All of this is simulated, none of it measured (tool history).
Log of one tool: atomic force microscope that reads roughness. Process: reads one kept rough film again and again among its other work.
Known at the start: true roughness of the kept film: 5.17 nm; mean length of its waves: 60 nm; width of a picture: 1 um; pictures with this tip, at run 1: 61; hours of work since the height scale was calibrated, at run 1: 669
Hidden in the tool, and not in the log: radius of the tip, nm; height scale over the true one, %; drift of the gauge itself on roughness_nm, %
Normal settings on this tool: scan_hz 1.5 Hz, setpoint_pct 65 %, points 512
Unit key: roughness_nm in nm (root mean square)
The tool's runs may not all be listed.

run   hour  scan_hz  setpoint_pct  points  pictures with this tip  hours of work since the height scale was calibrated  roughness_nm
  1      0      1.5            65     512                      61                                                  669         4.419
  2     34      1.5            65     512                     100                                                  689         4.256
      42.4  -- new tip fitted
  3   93.3      1.5            65     512                      59                                                  723          4.44
     141.8  -- new tip fitted
  4    160      1.5            65     512                      21                                                  761         4.549
  5  191.3      1.5            65     641                      57                                                  779         4.416
     237.2  -- new tip fitted
  6  241.5      1.5            65     641                       5                                                  808         4.604
  7  306.9      1.5            65     641                      82                                                  845         4.336
     334.9  -- new tip fitted
  8  362.1      1.5            65     641                      31                                                  877         4.512
  9  419.2      1.5            65     641                      98                                                  910         4.282
     434.5  -- new tip fitted
 10  468.9      1.5            65     641                      40                                                  938         4.448
 11  514.5     1.54            60     512                      93                                                  965         4.351
     533.2  -- new tip fitted
 12  582.8      1.5            65     288                      57                                                 1004         4.409
     631.5  -- new tip fitted
 13  654.1      1.5            65     288                      26                                                 1045         4.475
 14  709.1      1.5            65     288                      90                                                 1077         4.274
     728.9  -- new tip fitted
 15  775.2      1.5            65     288                      54                                                 1114         4.421
     825.2  -- new tip fitted
 16  838.2      1.5            65     288                      15                                                 1150         4.568
 17  909.5     1.04            65     526                      98                                                 1192         4.348
     920.7  -- new tip fitted
 18  981.9      1.5            62     512                      71                                                 1233         4.441

Hidden condition of the tool, last listed run before each entry between runs versus first listed run after:
Runs 2 to 3: new tip fitted (hour 42.4)
  radius of the tip, nm: 21.2 -> 13.8; height scale over the true one, %: -1.15 -> -1.21
  the result without the hidden state subtracted from the measured one, roughness_nm: -0.434 -> -0.273 nm (root mean square)
Runs 3 to 4: new tip fitted (hour 141.8)
  radius of the tip, nm: 13.8 -> 8.5; height scale over the true one, %: -1.21 -> -1.28
  the result without the hidden state subtracted from the measured one, roughness_nm: -0.273 -> -0.147 nm (root mean square)
Runs 5 to 6: new tip fitted (hour 237.2)
  radius of the tip, nm: 13.9 -> 5.7; height scale over the true one, %: -1.31 -> -1.36
  the result without the hidden state subtracted from the measured one, roughness_nm: -0.279 -> -0.082 nm (root mean square)
Runs 7 to 8: new tip fitted (hour 334.9)
  radius of the tip, nm: 18 -> 9.9; height scale over the true one, %: -1.42 -> -1.47
  the result without the hidden state subtracted from the measured one, roughness_nm: -0.376 -> -0.19 nm (root mean square)
Runs 9 to 10: new tip fitted (hour 434.5)
  radius of the tip, nm: 19.8 -> 11.5; height scale over the true one, %: -1.53 -> -1.58
  the result without the hidden state subtracted from the measured one, roughness_nm: -0.422 -> -0.233 nm (root mean square)
Runs 11 to 12: new tip fitted (hour 533.2)
  radius of the tip, nm: 19.7 -> 13.9; height scale over the true one, %: -1.63 -> -1.69
  the result without the hidden state subtracted from the measured one, roughness_nm: -0.431 -> -0.297 nm (root mean square)
Runs 12 to 13: new tip fitted (hour 631.5)
  radius of the tip, nm: 13.9 -> 9.8; height scale over the true one, %: -1.69 -> -1.76
  the result without the hidden state subtracted from the measured one, roughness_nm: -0.297 -> -0.2 nm (root mean square)
Runs 14 to 15: new tip fitted (hour 728.9)
  radius of the tip, nm: 18.8 -> 13.6; height scale over the true one, %: -1.81 -> -1.88
  the result without the hidden state subtracted from the measured one, roughness_nm: -0.409 -> -0.299 nm (root mean square)
Runs 15 to 16: new tip fitted (hour 825.2)
  radius of the tip, nm: 13.6 -> 7.5; height scale over the true one, %: -1.88 -> -1.94
  the result without the hidden state subtracted from the measured one, roughness_nm: -0.299 -> -0.156 nm (root mean square)
Runs 17 to 18: new tip fitted (hour 920.7)
  radius of the tip, nm: 20.6 -> 14.9; height scale over the true one, %: -2.02 -> -2.09
  the result without the hidden state subtracted from the measured one, roughness_nm: -0.472 -> -0.341 nm (root mean square)
